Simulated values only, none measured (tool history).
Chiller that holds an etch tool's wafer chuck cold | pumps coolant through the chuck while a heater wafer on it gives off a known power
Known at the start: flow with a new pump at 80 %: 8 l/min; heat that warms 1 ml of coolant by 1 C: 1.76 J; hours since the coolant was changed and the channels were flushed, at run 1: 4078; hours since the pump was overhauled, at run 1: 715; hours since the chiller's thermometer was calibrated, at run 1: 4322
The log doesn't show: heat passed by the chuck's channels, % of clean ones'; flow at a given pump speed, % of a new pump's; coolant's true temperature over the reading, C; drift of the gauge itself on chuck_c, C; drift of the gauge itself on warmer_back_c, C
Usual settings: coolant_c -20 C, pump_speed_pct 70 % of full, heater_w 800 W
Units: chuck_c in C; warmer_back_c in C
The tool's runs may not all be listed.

| run | hour | coolant_c | pump_speed_pct | heater_w | hours since the coolant was changed and the channels were flushed | hours since the pump was overhauled | hours since the chiller's thermometer was calibrated | chuck_c | warmer_back_c |
|---|---|---|---|---|---|---|---|---|---|
| 1 | 0 | -20 | 70 | 800 | 4078 | 715 | 4322 | -9.7 | 4.06 |
| 2 | 33.4 | -11 | 70 | 800 | 4112 | 748 | 4355 | -0.9 | 3.98 |
| 3 | 89.9 | -11 | 70 | 800 | 4168 | 805 | 4412 | -0.5 | 3.98 |
| 4 | 121.7 | -20 | 70 | 800 | 4200 | 836 | 4444 | -9.8 | 4.01 |
| 5 | 156.1 | -20 | 66 | 800 | 4234 | 871 | 4478 | -9.1 | 4.22 |
| 6 | 197.7 | -24 | 70 | 800 | 4276 | 912 | 4520 | -13.5 | 4.02 |
| 7 | 240.2 | -11 | 70 | 800 | 4319 | 955 | 4562 | -0.6 | 3.99 |
| 8 | 289.5 | -11 | 70 | 800 | 4368 | 1004 | 4611 | -0.8 | 3.98 |
| 9 | 336.7 | -29 | 70 | 800 | 4415 | 1051 | 4659 | -18.6 | 4.02 |
| 10 | 374.9 | -20 | 70 | 800 | 4453 | 1090 | 4697 | -9.5 | 4.04 |
| 11 | 427.2 | -20 | 70 | 800 | 4505 | 1142 | 4749 | -9.5 | 3.98 |
| 12 | 470.6 | -20 | 70 | 800 | 4549 | 1185 | 4793 | -9.7 | 4.06 |
| 13 | 520.7 | -20 | 70 | 800 | 4599 | 1235 | 4843 | -9.5 | 4.07 |
| 14 | 562.5 | -20 | 70 | 800 | 4641 | 1277 | 4884 | -9.5 | 4.05 |
| 15 | 613 | -20 | 67 | 800 | 4691 | 1328 | 4935 | -9.4 | 4.19 |
|  | 647.6 | chiller's thermometer calibrated |
| 16 | 664.4 | -20 | 70 | 800 | 4742 | 1378 | 17 | -9.3 | 3.98 |
| 17 | 699.3 | -29 | 61 | 701 | 4777 | 1413 | 52 | -18.8 | 4.04 |
| 18 | 734.1 | -29 | 86 | 807 | 4811 | 1448 | 87 | -19.6 | 3.39 |
| 19 | 763.4 | -28 | 97 | 511 | 4841 | 1477 | 116 | -22.4 | 1.9 |
| 20 | 805.8 | -28 | 97 | 511 | 4883 | 1519 | 158 | -22.4 | 1.91 |
| 21 | 842.7 | -28 | 97 | 511 | 4920 | 1556 | 195 | -22.6 | 1.96 |
| 22 | 875.1 | -20 | 70 | 438 | 4952 | 1589 | 227 | -14 | 2.2 |
| 23 | 920.8 | -19 | 70 | 571 | 4998 | 1634 | 273 | -11.4 | 2.91 |
| 24 | 970.2 | -20 | 70 | 1079 | 5048 | 1684 | 323 | -5.3 | 5.44 |
| 25 | 1028.9 | -17 | 61 | 1046 | 5106 | 1743 | 381 | -1.4 | 6.04 |
| 26 | 1073.3 | -20 | 68 | 423 | 5151 | 1787 | 426 | -14.2 | 2.22 |
| 27 | 1115.6 | -10 | 78 | 652 | 5193 | 1829 | 468 | -1.9 | 3 |
|  | 1145.7 | coolant changed, channels flushed |
| 28 | 1145.7 | -10 | 78 | 437 | 0 | 1853 | 492 | -5.2 | 2.06 |
| 29 | 1179.5 | -27 | 70 | 1193 | 34 | 1887 | 526 | -11.9 | 6.09 |
| 30 | 1233.2 | -27 | 70 | 1193 | 87 | 1941 | 580 | -11.9 | 6.12 |

The next listed run, before its measurement:
| 31 | 1277 | -20 | 84 | 1104 | 131 | 1985 | 623 | ? | ? |

chuck_c: -7.7 C
warmer_back_c: 4.75 C
Without the tool's hidden state the same run would have given chuck_c -8.3 C, warmer_back_c 4.49 C.

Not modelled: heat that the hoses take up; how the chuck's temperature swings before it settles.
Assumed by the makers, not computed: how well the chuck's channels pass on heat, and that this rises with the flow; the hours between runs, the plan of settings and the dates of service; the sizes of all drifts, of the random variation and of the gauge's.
